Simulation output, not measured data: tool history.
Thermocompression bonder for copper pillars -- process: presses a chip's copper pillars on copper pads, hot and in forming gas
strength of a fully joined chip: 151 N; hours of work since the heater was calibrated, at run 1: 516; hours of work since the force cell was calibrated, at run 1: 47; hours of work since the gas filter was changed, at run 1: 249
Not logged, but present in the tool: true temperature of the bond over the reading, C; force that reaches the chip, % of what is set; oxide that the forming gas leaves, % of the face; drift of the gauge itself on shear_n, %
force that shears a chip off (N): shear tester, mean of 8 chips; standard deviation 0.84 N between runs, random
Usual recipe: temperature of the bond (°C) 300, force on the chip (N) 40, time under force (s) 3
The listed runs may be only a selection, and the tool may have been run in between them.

run   hour  temperature of the bond (°C)  force on the chip (N)  time under force (s)  hours of work since the heater was calibrated  hours of work since the force cell was calibrated  hours of work since the gas filter was changed  force that shears a chip off (N)
  1      0                           300                     40                     3                                            516                                                 47                                             249                                76
  2   20.5                           300                     40                     3                                            525                                                 56                                             258                              77.2
  3   43.2                           319                     40                     3                                            536                                                 67                                             268                              87.1
  4   58.2                           319                     40                     3                                            543                                                 74                                             275                              85.1
  5     82                           302                     40                     3                                            554                                                 85                                             286                              77.2
  6  108.6                           300                     40                     3                                            566                                                 97                                             298                              74.8
  7  132.2                           300                     40                     3                                            576                                                107                                             309                                76
  8  148.6                           300                     40                     3                                            584                                                115                                             317                              74.4
  9  176.3                           300                     40                     3                                            597                                                128                                             329                              73.5
 10  208.4                           315                     40                     3                                            611                                                142                                             344                              82.7
 11  239.2                           309                     48                     3                                            625                                                156                                             358                              83.5
     243.3  -- heater calibrated with a thermocouple chip
     255.4  -- forming gas filter changed
 12  257.5                           309                     48                     3                                              6                                                164                                               1                                91
 13  272.7                           317                     30                     3                                             13                                                171                                               8                              79.9
 14  294.9                           317                     30                     3                                             23                                                181                                              18                              78.3
 15  317.8                           317                     30                     3                                             34                                                191                                              29                                78
 16  343.4                           321                     24                     6                                             46                                                203                                              40                              92.2
     352.2  -- heater calibrated with a thermocouple chip, once more
 17  376.9                           297                     40                     5                                             11                                                217                                              55                                93
 18  404.4                           316                     34                     6                                             24                                                230                                              67                             105.2
 19  424.6                           316                     34                     6                                             33                                                239                                              76                             103.8
 20  453.8                           273                     28                     2                                             47                                                253                                              90                              44.3

Each row is a separate what-if for the run after 20, all from the same tool condition, not one after another. Results?
  A  473.1                           293                     28                     8                                             55                                                261                                              99                                 ?
  B  473.1                           300                     40                     5                                             55                                                261                                              99                                 ?
  C  473.1                           273                     28                     9                                             55                                                261                                              99                                 ?
  D  473.1                           326                     57                     3                                             55                                                261                                              99                                 ?
  E  473.1                           300                     31                     2                                             55                                                261                                              99                                 ?

run  force that shears a chip off (N)
  A                              91.6
  B                              94.2
  C                              80.9
  D                             109.2
  E                              61.3
Without the tool's hidden state the same runs would have given:
run  force that shears a chip off (N)
  A                              94.9
  B                              97.4
  C                              83.9
  D                             112.6
  E                              63.7
